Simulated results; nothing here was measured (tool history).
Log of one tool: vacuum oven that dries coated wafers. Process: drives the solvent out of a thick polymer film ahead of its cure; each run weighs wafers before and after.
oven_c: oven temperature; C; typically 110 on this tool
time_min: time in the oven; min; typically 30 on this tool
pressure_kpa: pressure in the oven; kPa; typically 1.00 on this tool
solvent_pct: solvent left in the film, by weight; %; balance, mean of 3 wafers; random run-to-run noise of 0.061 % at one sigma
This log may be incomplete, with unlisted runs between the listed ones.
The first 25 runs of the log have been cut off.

run 26 hour=656.5 | oven_c=95 time_min=25 pressure_kpa=2.64 | solvent_pct=10.15
run 27 hour=677.1 | oven_c=106 time_min=18 pressure_kpa=3.66 | solvent_pct=9.04
run 28 hour=702.3 | oven_c=103 time_min=16 pressure_kpa=3.66 | solvent_pct=10.49
run 29 hour=737.8 | oven_c=103 time_min=18 pressure_kpa=0.90 | solvent_pct=8.31
run 30 hour=775.0 | oven_c=105 time_min=28 pressure_kpa=0.69 | solvent_pct=5.39
run 31 hour=810.6 | oven_c=101 time_min=30 pressure_kpa=1.00 | solvent_pct=6.39
run 32 hour=829.0 | oven_c=121 time_min=22 pressure_kpa=1.00 | solvent_pct=2.74
-- hour=834.9 vacuum gauge cleaned of residue and calibrated
run 33 hour=861.0 | oven_c=110 time_min=18 pressure_kpa=1.74 | solvent_pct=6.66
run 34 hour=883.4 | oven_c=116 time_min=16 pressure_kpa=1.00 | solvent_pct=5.24
run 35 hour=902.9 | oven_c=116 time_min=16 pressure_kpa=1.00 | solvent_pct=5.22
run 36 hour=940.4 | oven_c=99 time_min=48 pressure_kpa=2.02 | solvent_pct=5.53
run 37 hour=959.9 | oven_c=99 time_min=48 pressure_kpa=2.02 | solvent_pct=5.52
run 38 hour=996.7 | oven_c=120 time_min=26 pressure_kpa=2.56 | solvent_pct=3.05
run 39 hour=1012.8 | oven_c=120 time_min=26 pressure_kpa=2.56 | solvent_pct=3.15
run 40 hour=1042.3 | oven_c=120 time_min=26 pressure_kpa=0.77 | solvent_pct=1.98
run 41 hour=1080.3 | oven_c=114 time_min=30 pressure_kpa=1.00 | solvent_pct=2.85
run 42 hour=1105.9 | oven_c=102 time_min=23 pressure_kpa=1.01 | solvent_pct=7.28
run 43 hour=1124.2 | oven_c=116 time_min=17 pressure_kpa=3.59 | solvent_pct=6.41
run 44 hour=1153.8 | oven_c=116 time_min=17 pressure_kpa=3.59 | solvent_pct=6.58
run 45 hour=1192.1 | oven_c=110 time_min=24 pressure_kpa=1.00 | solvent_pct=4.88

Alternative continuations, all from the tool just after run 45; predict every row:
run A hour=1223.9 | oven_c=103 time_min=24 pressure_kpa=3.77 | solvent_pct=?
run B hour=1223.9 | oven_c=110 time_min=49 pressure_kpa=0.68 | solvent_pct=?
run C hour=1223.9 | oven_c=109 time_min=54 pressure_kpa=0.98 | solvent_pct=?
run D hour=1223.9 | oven_c=104 time_min=28 pressure_kpa=1.39 | solvent_pct=?

run=A solvent_pct=9.06
run=B solvent_pct=1.67
run=C solvent_pct=1.96
run=D solvent_pct=6.19
Stripped of hidden state, with their random variation kept, the same runs would have yielded:
run=A solvent_pct=8.67
run=B solvent_pct=1.42
run=C solvent_pct=1.70
run=D solvent_pct=5.82

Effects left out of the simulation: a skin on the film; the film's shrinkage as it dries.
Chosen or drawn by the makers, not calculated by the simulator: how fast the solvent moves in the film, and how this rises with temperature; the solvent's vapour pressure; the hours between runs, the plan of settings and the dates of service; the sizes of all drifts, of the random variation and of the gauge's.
